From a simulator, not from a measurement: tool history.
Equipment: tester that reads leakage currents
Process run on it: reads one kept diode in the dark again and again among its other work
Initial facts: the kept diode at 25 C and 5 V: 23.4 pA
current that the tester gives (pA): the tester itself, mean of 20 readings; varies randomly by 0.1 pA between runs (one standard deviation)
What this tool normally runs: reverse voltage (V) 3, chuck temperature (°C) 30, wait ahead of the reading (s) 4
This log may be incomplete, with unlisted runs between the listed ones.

| run | hour | reverse voltage (V) | chuck temperature (°C) | wait ahead of the reading (s) | current that the tester gives (pA) |
|---|---|---|---|---|---|
| 1 | 0 | 3 | 30 | 4 | 31.52 |
| 2 | 21.7 | 3 | 23 | 4 | 18.33 |
| 3 | 38.7 | 3 | 23 | 4 | 18.35 |
| 4 | 63.4 | 3 | 23 | 4 | 18.46 |
| 5 | 93 | 3 | 31 | 4 | 34.53 |
| 6 | 121.1 | 4.05 | 30 | 4 | 37.17 |
| 7 | 147.5 | 3 | 30 | 4 | 32.23 |
| 8 | 175 | 3 | 30 | 4 | 32.21 |
| 9 | 195.3 | 3 | 30 | 4 | 32.39 |
| 10 | 223 | 3 | 30 | 4 | 32.31 |
| 11 | 251.7 | 3 | 35 | 4 | 47.81 |
| 12 | 276.9 | 3 | 35 | 4 | 48.2 |
| 13 | 290.3 | 3 | 41 | 4 | 76.49 |
| 14 | 320.5 | 3 | 41 | 4 | 76.25 |
| 15 | 338.1 | 3 | 30 | 4 | 32.92 |
| 16 | 367.1 | 3 | 30 | 4 | 33.12 |
| 17 | 390.5 | 3 | 30 | 4 | 33.03 |
| 18 | 404.6 | 3 | 30 | 4 | 33.04 |
| 19 | 429.9 | 3 | 30 | 4 | 33.31 |
| 20 | 448.4 | 3 | 30 | 4 | 33.44 |
| 21 | 469.4 | 3 | 30 | 4.76 | 33.2 |
| 22 | 486.7 | 3 | 30 | 4.76 | 33.43 |
| 23 | 500.1 | 3 | 30 | 8.91 | 33.24 |
| 24 | 521.4 | 3 | 30 | 8.91 | 33.45 |
| 25 | 536.1 | 3 | 30 | 8.91 | 33.44 |
| 26 | 550.2 | 3 | 30 | 8.91 | 33.46 |
| 27 | 575 | 3 | 30 | 8.91 | 33.69 |
| 28 | 593.5 | 3 | 30 | 8.91 | 33.71 |
| 29 | 621 | 13.57 | 21 | 4 | 45.76 |
| 30 | 633.6 | 13.57 | 21 | 4 | 45.86 |
| 31 | 657.7 | 6.34 | 30 | 0.53 | 53.31 |
| 32 | 686 | 17.13 | 58 | 4 | 601.8 |
| 33 | 713.9 | 3.85 | 28 | 3.08 | 34.14 |
| 34 | 742.8 | 3.9 | 47 | 3.78 | 139.37 |
| 35 | 771.3 | 2.23 | 24 | 0.58 | 19.83 |
| 36 | 785.1 | 8.13 | 30 | 4 | 59.21 |
| 37 | 799.5 | 8.13 | 30 | 5.69 | 59.2 |
| 38 | 827 | 8.13 | 30 | 5.69 | 59.76 |

Measured result minus the same run's result without the hidden state. Both carry the same run-to-run variation, though not necessarily the same gauge scatter:
Hidden state present: stray current of the dirty probe card, pA a volt; current scale over the true one, %; true chuck temperature over the reading, C; drift of the gauge itself on leakage_pa, %.
| run | current that the tester gives (pA) |
|---|---|
| 1 | +2.37 |
| 2 | +2.51 |
| 3 | +2.57 |
| 4 | +2.65 |
| 5 | +2.73 |
| 6 | +3.83 |
| 7 | +2.94 |
| 8 | +3.05 |
| 9 | +3.13 |
| 10 | +3.22 |
| 11 | +3.4 |
| 12 | +3.54 |
| 13 | +3.75 |
| 14 | +3.89 |
| 15 | +3.67 |
| 16 | +3.8 |
| 17 | +3.87 |
| 18 | +3.92 |
| 19 | +4.04 |
| 20 | +4.11 |
| 21 | +4.16 |
| 22 | +4.25 |
| 23 | +4.28 |
| 24 | +4.36 |
| 25 | +4.43 |
| 26 | +4.46 |
| 27 | +4.58 |
| 28 | +4.64 |
| 29 | +19.42 |
| 30 | +19.51 |
| 31 | +9.86 |
| 32 | +35.33 |
| 33 | +6.37 |
| 34 | +8.78 |
| 35 | +3.81 |
| 36 | +13.66 |
| 37 | +13.83 |
| 38 | +14.14 |
